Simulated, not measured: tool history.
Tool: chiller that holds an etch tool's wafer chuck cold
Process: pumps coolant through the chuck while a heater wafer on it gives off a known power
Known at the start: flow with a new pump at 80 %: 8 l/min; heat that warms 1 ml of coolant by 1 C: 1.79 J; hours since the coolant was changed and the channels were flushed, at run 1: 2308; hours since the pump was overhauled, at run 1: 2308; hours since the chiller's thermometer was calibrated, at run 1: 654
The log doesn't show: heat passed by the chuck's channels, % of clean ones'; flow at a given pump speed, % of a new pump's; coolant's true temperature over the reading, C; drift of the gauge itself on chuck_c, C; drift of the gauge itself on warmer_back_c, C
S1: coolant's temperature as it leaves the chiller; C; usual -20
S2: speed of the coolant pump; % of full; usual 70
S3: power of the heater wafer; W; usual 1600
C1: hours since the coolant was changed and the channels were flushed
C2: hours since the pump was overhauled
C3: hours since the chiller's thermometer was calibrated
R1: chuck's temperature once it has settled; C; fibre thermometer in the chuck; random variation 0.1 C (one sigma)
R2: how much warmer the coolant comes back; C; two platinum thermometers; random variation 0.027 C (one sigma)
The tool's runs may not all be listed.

run	hour	S1	S2	S3	C1	C2	C3	R1	R2
1	0	-20	70	1600	2308	2308	654	-4.7	7.92
2	183.8	-20	70	1600	2492	2492	838	-4.5	7.93
3	310.9	-14	70	1600	2619	2619	965	1.6	7.97
4	489.3	-14	70	1600	2797	2797	1143	1.7	7.96
5	613	-14	70	1600	2921	2921	1267	1.6	7.95
6	820.9	-19	70	1600	3129	3129	1475	-3.2	8
7	1034.7	-20	70	1600	3343	3343	1688	-4.1	7.99
8	1253.6	-20	70	1600	3561	3561	1907	-4.1	8.05
# hour 1425.8: chiller's thermometer calibrated
9	1425.8	-20	70	1600	3733	3733	0	-3.8	8.02
10	1638.6	-20	70	2060	3945	3945	213	1	10.37
11	1812.4	-25	70	1495	4119	4119	387	-9.6	7.59
12	1974.5	-25	70	1495	4281	4281	549	-9.5	7.61
13	2128.4	-25	68	873	4435	4435	703	-15.6	4.56

Forecast run 14:
14	2350.8	-20	83	1600	4658	4658	925	?	?

{"run 14": {"R1": -5.9, "R2": 6.78}}
Without the tool's hidden state the same run would have given R1 -7.7 C, R2 6.42 C.

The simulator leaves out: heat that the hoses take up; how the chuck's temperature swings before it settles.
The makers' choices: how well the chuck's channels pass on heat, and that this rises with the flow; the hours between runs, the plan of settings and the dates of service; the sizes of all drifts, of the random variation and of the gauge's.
